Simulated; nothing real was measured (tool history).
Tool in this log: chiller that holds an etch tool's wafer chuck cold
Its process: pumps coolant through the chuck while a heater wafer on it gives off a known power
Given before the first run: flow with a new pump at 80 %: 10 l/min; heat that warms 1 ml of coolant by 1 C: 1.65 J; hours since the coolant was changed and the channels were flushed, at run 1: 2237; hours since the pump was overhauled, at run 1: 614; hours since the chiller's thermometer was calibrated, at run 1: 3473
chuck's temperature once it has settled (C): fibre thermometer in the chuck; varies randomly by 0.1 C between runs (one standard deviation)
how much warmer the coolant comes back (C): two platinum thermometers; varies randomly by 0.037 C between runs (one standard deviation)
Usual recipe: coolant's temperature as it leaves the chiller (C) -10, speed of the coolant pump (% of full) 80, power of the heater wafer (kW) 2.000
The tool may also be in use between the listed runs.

| run | hour | coolant's temperature as it leaves the chiller (C) | speed of the coolant pump (% of full) | power of the heater wafer (kW) | hours since the coolant was changed and the channels were flushed | hours since the pump was overhauled | hours since the chiller's thermometer was calibrated | chuck's temperature once it has settled (C) | how much warmer the coolant comes back (C) |
|---|---|---|---|---|---|---|---|---|---|
| 1 | 0.0 | -10 | 80 | 2.000 | 2237 | 614 | 3473 | 12.6 | 7.30 |
| 2 | 56.7 | -10 | 80 | 2.000 | 2293 | 671 | 3529 | 12.4 | 7.30 |
| 3 | 96.7 | -10 | 80 | 2.000 | 2333 | 711 | 3569 | 12.6 | 7.36 |
| 4 | 154.1 | -10 | 80 | 2.000 | 2391 | 768 | 3627 | 12.4 | 7.38 |
| 5 | 202.9 | -10 | 80 | 2.000 | 2440 | 817 | 3676 | 12.4 | 7.45 |
| 6 | 233.0 | -10 | 80 | 2.406 | 2470 | 847 | 3706 | 17.1 | 8.89 |
| 7 | 291.3 | -15 | 80 | 2.000 | 2528 | 905 | 3764 | 7.6 | 7.38 |
| 8 | 347.2 | -10 | 80 | 1.642 | 2584 | 961 | 3820 | 8.4 | 6.08 |
| 9 | 398.3 | -10 | 69 | 2.000 | 2635 | 1012 | 3871 | 14.4 | 8.64 |
| 10 | 429.4 | -10 | 80 | 2.000 | 2666 | 1043 | 3902 | 12.5 | 7.47 |
| 11 | 462.7 | -10 | 80 | 2.000 | 2699 | 1077 | 3935 | 12.5 | 7.49 |
| 12 | 495.6 | -10 | 80 | 1.497 | 2732 | 1109 | 3968 | 6.8 | 5.65 |
| 13 | 527.5 | -10 | 76 | 2.000 | 2764 | 1141 | 4000 | 13.2 | 7.92 |
| 14 | 571.6 | -10 | 92 | 2.000 | 2808 | 1185 | 4044 | 11.0 | 6.60 |
| 15 | 623.0 | -16 | 80 | 2.000 | 2860 | 1237 | 4096 | 6.3 | 7.54 |
| 16 | 656.1 | -10 | 80 | 2.000 | 2893 | 1270 | 4129 | 12.4 | 7.49 |
| 17 | 693.3 | -10 | 80 | 1.695 | 2930 | 1307 | 4166 | 9.1 | 6.54 |
| 18 | 736.9 | -2 | 80 | 2.894 | 2974 | 1351 | 4210 | 30.7 | 10.88 |
| 19 | 788.1 | -2 | 80 | 2.894 | 3025 | 1402 | 4261 | 30.7 | 10.85 |
|  | 811.0 | gauge calibrated |
|  | 815.2 | chiller's thermometer calibrated |
| 20 | 817.0 | -4 | 80 | 2.000 | 3053 | 1430 | 2 | 18.5 | 7.28 |
| 21 | 850.2 | -13 | 82 | 1.689 | 3086 | 1463 | 35 | 5.7 | 5.99 |
| 22 | 876.4 | -9 | 82 | 2.909 | 3112 | 1489 | 61 | 23.5 | 10.38 |
| 23 | 923.5 | -14 | 63 | 1.186 | 3159 | 1536 | 108 | 1.1 | 5.48 |
| 24 | 963.5 | -14 | 63 | 1.186 | 3199 | 1576 | 148 | 1.0 | 5.56 |
| 25 | 1016.7 | -14 | 63 | 1.186 | 3252 | 1630 | 202 | 1.0 | 5.56 |
| 26 | 1077.1 | -10 | 60 | 2.947 | 3313 | 1690 | 262 | 28.4 | 14.39 |
| 27 | 1137.0 | -10 | 60 | 2.947 | 3373 | 1750 | 322 | 28.6 | 14.52 |
| 28 | 1166.1 | -10 | 60 | 2.947 | 3402 | 1779 | 351 | 28.7 | 14.52 |
| 29 | 1226.5 | -9 | 63 | 2.817 | 3462 | 1839 | 411 | 26.9 | 13.18 |
| 30 | 1263.1 | -9 | 81 | 1.694 | 3499 | 1876 | 448 | 10.0 | 6.32 |
| 31 | 1316.8 | -19 | 80 | 1.694 | 3552 | 1930 | 502 | 0.3 | 6.38 |

A few steps of how much warmer the coolant comes back (C) between consecutive runs. Split each: what settings, incoming material and random variation would produce without the hidden state, and what is left over for the hidden state, along with gauge scatter present in only one of the two compared results (measured, and without hidden state):
What the log doesn't record here: heat passed by the chuck's channels, % of clean ones'; flow at a given pump speed, % of a new pump's; coolant's true temperature over the reading, C; drift of the gauge itself on chuck_c, C; drift of the gauge itself on warmer_back_c, C.
Run 1 -> 2: settings left as they were, no log entry in between. how much warmer the coolant comes back (C) +0.00: hidden state +0.03, all else -0.03.
Run 3 -> 4: settings left as they were, no log entry in between. how much warmer the coolant comes back (C) +0.02: hidden state +0.03, all else -0.01.
Run 19 -> 20: coolant's temperature as it leaves the chiller (C) -2 -> -4, power of the heater wafer (kW) 2.894 -> 2.000, gauge calibrated, chiller's thermometer calibrated. how much warmer the coolant comes back (C) -3.57: hidden state -0.34, all else -3.23.
Run 22 -> 23: coolant's temperature as it leaves the chiller (C) -9 -> -14, speed of the coolant pump (% of full) 82 -> 63, power of the heater wafer (kW) 2.909 -> 1.186. how much warmer the coolant comes back (C) -4.90: hidden state +0.01, all else -4.91.
Run 25 -> 26: coolant's temperature as it leaves the chiller (C) -14 -> -10, speed of the coolant pump (% of full) 63 -> 60, power of the heater wafer (kW) 1.186 -> 2.947. how much warmer the coolant comes back (C) +8.83: hidden state +0.02, all else +8.81.
Run 29 -> 30: speed of the coolant pump (% of full) 63 -> 81, power of the heater wafer (kW) 2.817 -> 1.694. how much warmer the coolant comes back (C) -6.86: hidden state +0.01, all else -6.87.
